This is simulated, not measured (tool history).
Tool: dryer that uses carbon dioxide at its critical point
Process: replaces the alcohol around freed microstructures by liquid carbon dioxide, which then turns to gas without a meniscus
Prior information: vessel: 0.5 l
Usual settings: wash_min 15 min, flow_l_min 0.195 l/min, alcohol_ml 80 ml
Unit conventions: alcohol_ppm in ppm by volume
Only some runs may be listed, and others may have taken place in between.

run,hour,wash_min,flow_l_min,alcohol_ml,alcohol_ppm
1,0,15,0.195,80,1046
2,9,15,0.195,80,1048
3,17.5,15,0.195,26,354
4,24.7,15,0.195,36,497
5,32.3,15,0.195,36,491
6,38.1,10,0.195,80,5739
7,47.7,15,0.195,51,705
8,56.5,15,0.195,51,705
9,65.8,15,0.195,51,700
10,72.7,15,0.195,80,1082
11,82.4,12,0.195,80,2919
12,91.1,15,0.195,73,986
13,96.8,15,0.195,73,963
14,106.7,15,0.247,80,308
15,117.3,15,0.195,115,1576
16,126.2,15,0.278,41,98
17,134.9,15,0.209,41,409
18,145.4,10,0.156,80,11037
19,155.3,21,0.238,68,48
20,166.1,21,0.238,68,58
21,171.5,21,0.238,68,61
22,176.6,21,0.238,68,53
23,183.6,12,0.195,80,3041
24,193.1,12,0.195,80,3037
25,201.2,15,0.195,29,426
26,209.7,15,0.195,29,430

3 ways to go on from here, each from the tool as it stands after run 26. What would each give?
A,220.2,12,0.195,20,?
B,220.2,18,0.195,73,?
C,220.2,15,0.162,109,?

run,alcohol_ppm
A,796
B,408
C,3443
What these runs would have given with no unlogged condition in the tool:
run,alcohol_ppm
A,697
B,329
C,3084
